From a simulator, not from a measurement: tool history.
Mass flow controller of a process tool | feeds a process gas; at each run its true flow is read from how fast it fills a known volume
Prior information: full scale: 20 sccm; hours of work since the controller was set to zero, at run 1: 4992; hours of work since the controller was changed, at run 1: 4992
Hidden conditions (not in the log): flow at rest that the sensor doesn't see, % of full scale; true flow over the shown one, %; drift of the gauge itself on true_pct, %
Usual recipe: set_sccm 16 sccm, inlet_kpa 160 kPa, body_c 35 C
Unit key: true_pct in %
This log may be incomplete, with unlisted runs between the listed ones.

run,hour,set_sccm,inlet_kpa,body_c,hours of work since the controller was set to zero,hours of work since the controller was changed,true_pct
1,0.0,16,160,35,4992,4992,97.39
2,131.0,16,151,35,5057,5057,97.67
3,239.5,16,151,35,5110,5110,97.61
4,379.7,16,151,35,5179,5179,97.54
5,529.1,16,151,35,5253,5253,97.50
6,619.9,16,190,35,5298,5298,97.12
7,721.2,5,190,27,5348,5348,93.32
# hour 794.1: controller exchanged for a calibrated one
8,842.8,16,182,20,24,24,99.51
9,968.7,16,182,20,86,86,99.51
10,1080.0,6,176,33,141,141,99.80

Consider 3 possible next runs. They are alternatives, not a sequence: every one starts from the tool as it was left by run 10. What does each give?
A,1145.6,10,160,23,174,174,?
B,1145.6,3,147,35,174,174,?
C,1145.6,6,176,37,174,174,?

run,true_pct
A,99.26
B,99.61
C,100.04
Take away the tool's hidden state, keep each run's random variation, and the runs would have read:
run,true_pct
A,99.23
B,99.77
C,100.07

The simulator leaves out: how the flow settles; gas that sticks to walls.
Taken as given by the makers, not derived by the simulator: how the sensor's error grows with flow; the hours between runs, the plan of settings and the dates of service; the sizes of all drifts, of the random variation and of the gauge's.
